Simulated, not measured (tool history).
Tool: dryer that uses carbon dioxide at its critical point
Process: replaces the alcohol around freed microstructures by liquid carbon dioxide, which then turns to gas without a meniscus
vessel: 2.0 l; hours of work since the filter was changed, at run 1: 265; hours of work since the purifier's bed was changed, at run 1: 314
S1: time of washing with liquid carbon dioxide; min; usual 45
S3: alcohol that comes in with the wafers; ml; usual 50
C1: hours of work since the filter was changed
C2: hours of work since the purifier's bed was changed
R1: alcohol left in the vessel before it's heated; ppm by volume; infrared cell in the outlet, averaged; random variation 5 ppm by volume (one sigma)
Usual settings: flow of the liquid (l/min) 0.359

run 1 hour=0 | S1=45 flow_of_the_liquid_(l/min)=0.359 S3=50 | C1=265 C2=314 | R1=124
run 2 hour=20.7 | S1=57 flow_of_the_liquid_(l/min)=0.359 S3=50 | C1=273 C2=322 | R1=87
run 3 hour=46.1 | S1=57 flow_of_the_liquid_(l/min)=0.359 S3=50 | C1=283 C2=332 | R1=93
run 4 hour=71.4 | S1=57 flow_of_the_liquid_(l/min)=0.359 S3=50 | C1=293 C2=342 | R1=95
run 5 hour=95.5 | S1=57 flow_of_the_liquid_(l/min)=0.359 S3=50 | C1=302 C2=351 | R1=98
run 6 hour=114.6 | S1=32 flow_of_the_liquid_(l/min)=0.359 S3=50 | C1=309 C2=358 | R1=337
run 7 hour=138.1 | S1=45 flow_of_the_liquid_(l/min)=0.359 S3=35 | C1=318 C2=367 | R1=126
run 8 hour=155.5 | S1=41 flow_of_the_liquid_(l/min)=0.359 S3=23 | C1=325 C2=374 | R1=124
run 9 hour=180.3 | S1=45 flow_of_the_liquid_(l/min)=0.467 S3=63 | C1=334 C2=384 | R1=107
run 10 hour=205.5 | S1=45 flow_of_the_liquid_(l/min)=0.327 S3=57 | C1=344 C2=393 | R1=179
run 11 hour=228.5 | S1=45 flow_of_the_liquid_(l/min)=0.327 S3=57 | C1=353 C2=402 | R1=195
run 12 hour=252.6 | S1=45 flow_of_the_liquid_(l/min)=0.327 S3=57 | C1=362 C2=411 | R1=188
run 13 hour=273.5 | S1=47 flow_of_the_liquid_(l/min)=0.327 S3=57 | C1=370 C2=419 | R1=190

5 ways to go on from here, each from the tool as it stands after run 13. What would each give?
run A hour=284.7 | S1=28 flow_of_the_liquid_(l/min)=0.236 S3=30 | C1=375 C2=424 | R1=?
run B hour=284.7 | S1=45 flow_of_the_liquid_(l/min)=0.219 S3=50 | C1=375 C2=424 | R1=?
run C hour=284.7 | S1=47 flow_of_the_liquid_(l/min)=0.339 S3=57 | C1=375 C2=424 | R1=?
run D hour=284.7 | S1=47 flow_of_the_liquid_(l/min)=0.305 S3=57 | C1=375 C2=424 | R1=?
run E hour=284.7 | S1=32 flow_of_the_liquid_(l/min)=0.564 S3=35 | C1=375 C2=424 | R1=?

run=A R1=1241
run=B R1=669
run=C R1=167
run=D R1=214
run=E R1=121
Without the tool's hidden state the same runs would have given:
run=A R1=826
run=B R1=351
run=C R1=35
run=D R1=55
run=E R1=6
